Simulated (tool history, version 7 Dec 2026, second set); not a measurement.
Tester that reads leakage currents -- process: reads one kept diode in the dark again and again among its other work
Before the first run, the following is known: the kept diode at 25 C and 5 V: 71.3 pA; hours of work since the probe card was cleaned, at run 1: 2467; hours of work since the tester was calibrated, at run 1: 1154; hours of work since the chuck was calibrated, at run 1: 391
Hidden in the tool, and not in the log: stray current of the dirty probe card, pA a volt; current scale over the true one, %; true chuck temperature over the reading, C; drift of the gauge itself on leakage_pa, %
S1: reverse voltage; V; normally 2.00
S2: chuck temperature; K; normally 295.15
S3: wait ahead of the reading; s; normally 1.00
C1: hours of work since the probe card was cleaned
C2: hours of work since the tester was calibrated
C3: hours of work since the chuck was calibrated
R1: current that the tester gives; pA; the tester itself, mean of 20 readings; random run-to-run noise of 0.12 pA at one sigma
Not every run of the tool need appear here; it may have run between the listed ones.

Run 1, day 0.000: usual settings; C1 2467; C2 1154; C3 391. Result: R1 39.43 pA.
Run 2, day 1.925: usual settings; C1 2503; C2 1190; C3 426. Result: R1 39.00 pA.
Run 3, day 4.379: usual settings; C1 2548; C2 1236; C3 472. Result: R1 39.30 pA.
Run 4, day 6.462: usual settings; C1 2587; C2 1274; C3 511. Result: R1 39.32 pA.
At day 7.675: probe card cleaned and baked.
Run 5, day 8.588: usual settings; C1 17; C2 1312; C3 548. Result: R1 36.71 pA.
Run 6, day 10.062: usual settings; C1 44; C2 1339; C3 575. Result: R1 36.85 pA.
Run 7, day 11.750: usual settings; C1 76; C2 1371; C3 607. Result: R1 36.69 pA.
Run 8, day 12.992: usual settings; C1 99; C2 1394; C3 630. Result: R1 36.75 pA.
Run 9, day 15.233: usual settings but S3 7.89 s; C1 141; C2 1435; C3 672. Result: R1 36.54 pA.
Run 10, day 17.500: usual settings but S3 2.28 s; C1 183; C2 1477; C3 714. Result: R1 36.54 pA.
Run 11, day 18.821: usual settings but S3 2.28 s; C1 207; C2 1502; C3 738. Result: R1 36.40 pA.
Run 12, day 20.596: usual settings but S3 1.50 s; C1 240; C2 1535; C3 771. Result: R1 36.65 pA.
Run 13, day 22.171: usual settings but S3 0.44 s; C1 270; C2 1564; C3 801. Result: R1 37.14 pA.
Run 14, day 24.121: usual settings but S3 0.44 s; C1 306; C2 1601; C3 837. Result: R1 37.30 pA.
Run 15, day 26.450: usual settings; C1 349; C2 1644; C3 880. Result: R1 36.75 pA.
Run 16, day 28.333: usual settings; C1 384; C2 1679; C3 915. Result: R1 36.71 pA.
Run 17, day 29.550: usual settings; C1 407; C2 1702; C3 938. Result: R1 36.66 pA.
Run 18, day 31.954: usual settings; C1 452; C2 1746; C3 983. Result: R1 36.76 pA.
Run 19, day 33.462: usual settings; C1 480; C2 1774; C3 1011. Result: R1 36.80 pA.
Run 20, day 35.471: usual settings; C1 517; C2 1812; C3 1048. Result: R1 36.75 pA.
Run 21, day 36.562: usual settings but S1 2.21 V, S2 293.15 K, S3 3.80 s; C1 537; C2 1832; C3 1068. Result: R1 32.41 pA.
Run 22, day 38.375: usual settings but S1 1.36 V, S3 9.55 s; C1 571; C2 1866; C3 1102. Result: R1 30.33 pA.
Run 23, day 40.088: usual settings but S1 1.57 V, S3 1.71 s; C1 603; C2 1898; C3 1134. Result: R1 32.90 pA.
Run 24, day 42.104: usual settings but S1 19.40 V, S2 330.15 K, S3 1.03 s; C1 640; C2 1935; C3 1171. Result: R1 1290.67 pA.
Run 25, day 44.192: usual settings but S1 19.40 V, S2 330.15 K, S3 0.40 s; C1 679; C2 1974; C3 1210. Result: R1 1297.98 pA.
Run 26, day 46.462: usual settings but S1 11.58 V, S2 313.15 K, S3 0.77 s; C1 721; C2 2016; C3 1252. Result: R1 320.62 pA.
Run 27, day 48.300: usual settings but S1 11.58 V, S2 313.15 K, S3 0.77 s; C1 756; C2 2050; C3 1287. Result: R1 322.85 pA.
Run 28, day 49.433: usual settings but S2 326.15 K; C1 777; C2 2071; C3 1308. Result: R1 350.38 pA.
Run 29, day 50.733: usual settings but S2 326.15 K; C1 801; C2 2096; C3 1332. Result: R1 354.01 pA.
Run 30, day 52.362: usual settings but S1 1.06 V, S2 299.15 K, S3 6.42 s; C1 831; C2 2126; C3 1362. Result: R1 36.93 pA.
Run 31, day 53.571: usual settings but S1 9.29 V, S2 331.15 K, S3 8.38 s; C1 854; C2 2148; C3 1385. Result: R1 979.22 pA.
Run 32, day 55.225: usual settings but S1 9.29 V, S2 331.15 K, S3 8.38 s; C1 884; C2 2179; C3 1415. Result: R1 982.82 pA.
Run 33, day 56.454: usual settings but S1 11.94 V, S2 315.15 K, S3 0.35 s; C1 907; C2 2202; C3 1438. Result: R1 379.44 pA.
Run 34, day 58.533: usual settings but S1 1.29 V, S2 297.15 K, S3 7.13 s; C1 946; C2 2241; C3 1477. Result: R1 34.62 pA.
Run 35, day 59.833: usual settings but S1 1.29 V, S2 297.15 K, S3 7.13 s; C1 970; C2 2265; C3 1501. Result: R1 34.73 pA.
Run 36, day 61.029: usual settings but S1 16.53 V, S2 304.15 K, S3 4.94 s; C1 992; C2 2287; C3 1523. Result: R1 196.05 pA.
At day 61.496: chuck's temperature calibrated.
Run 37, day 63.112: usual settings but S1 2.36 V, S2 323.15 K, S3 3.25 s; C1 1030; C2 2324; C3 30. Result: R1 322.45 pA.
Run 38, day 65.271: usual settings but S1 4.42 V, S2 326.15 K; C1 1070; C2 2364; C3 70. Result: R1 522.67 pA.
Run 39, day 66.488: usual settings but S1 4.42 V, S2 326.15 K; C1 1092; C2 2387; C3 93. Result: R1 525.61 pA.

Table of differences, measured result less the result of that run with no hidden state. Run-to-run variation is the same in both. Gauge scatter possibly is not:
run      R1
  1   +1.81
  2   +1.78
  3   +1.80
  4   +1.80
  5   -0.71
  6   -0.71
  7   -0.71
  8   -0.73
  9   -0.74
 10   -0.73
 11   -0.73
 12   -0.75
 13   -0.75
 14   -0.75
 15   -0.76
 16   -0.76
 17   -0.76
 18   -0.76
 19   -0.77
 20   -0.77
 21   -0.59
 22   -0.75
 23   -0.77
 24  -32.09
 25  -32.85
 26   -7.28
 27   -7.47
 28  -11.17
 29  -11.48
 30   -1.19
 31  -30.02
 32  -30.74
 33   -9.67
 34   -1.05
 35   -1.07
 36   -0.84
 37   +2.19
 38   +3.51
 39   +3.28
